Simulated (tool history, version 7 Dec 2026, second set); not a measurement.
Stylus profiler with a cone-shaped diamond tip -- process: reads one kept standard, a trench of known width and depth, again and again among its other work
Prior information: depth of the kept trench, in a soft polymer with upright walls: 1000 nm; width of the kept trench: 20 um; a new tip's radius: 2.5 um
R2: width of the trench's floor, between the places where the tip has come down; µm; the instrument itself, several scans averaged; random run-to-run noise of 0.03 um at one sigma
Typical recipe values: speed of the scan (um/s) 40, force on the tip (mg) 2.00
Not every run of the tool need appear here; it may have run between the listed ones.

{"run": 1, "day": 0.0, "speed of the scan (um/s)": 40, "force on the tip (mg)": 2.0, "depth of the trench (nm)": 1006.13, "R2": 15.6}
{"run": 2, "day": 1.438, "speed of the scan (um/s)": 12, "force on the tip (mg)": 2.0, "depth of the trench (nm)": 1006.33, "R2": 15.72}
{"run": 3, "day": 4.304, "speed of the scan (um/s)": 65, "force on the tip (mg)": 2.0, "depth of the trench (nm)": 1006.54, "R2": 15.34}
{"run": 4, "day": 7.058, "speed of the scan (um/s)": 13, "force on the tip (mg)": 2.0, "depth of the trench (nm)": 1006.34, "R2": 15.51}
{"run": 5, "day": 8.279, "speed of the scan (um/s)": 40, "force on the tip (mg)": 2.0, "depth of the trench (nm)": 1006.77, "R2": 15.33}
{"run": 6, "day": 9.629, "speed of the scan (um/s)": 40, "force on the tip (mg)": 0.8, "depth of the trench (nm)": 1003.93, "R2": 15.17}
{"run": 7, "day": 12.475, "speed of the scan (um/s)": 24, "force on the tip (mg)": 0.8, "depth of the trench (nm)": 1003.71, "R2": 15.19}
{"day": 12.771, "done": "height scale calibrated on a step standard"}
{"run": 8, "day": 14.312, "speed of the scan (um/s)": 21, "force on the tip (mg)": 5.09, "depth of the trench (nm)": 1012.83, "R2": 15.24}
{"run": 9, "day": 16.742, "speed of the scan (um/s)": 35, "force on the tip (mg)": 3.96, "depth of the trench (nm)": 1011.06, "R2": 15.09}

What will run 10 give?
{"run": 10, "day": 18.096, "speed of the scan (um/s)": 61, "force on the tip (mg)": 4.83, "depth of the trench (nm)": "?", "R2": "?"}

{"run 10": {"depth of the trench (nm)": 1012.94, "R2": 14.96}}
Without the tool's hidden state the same run would have given depth of the trench (nm) 1012.30, R2 15.80 µm.
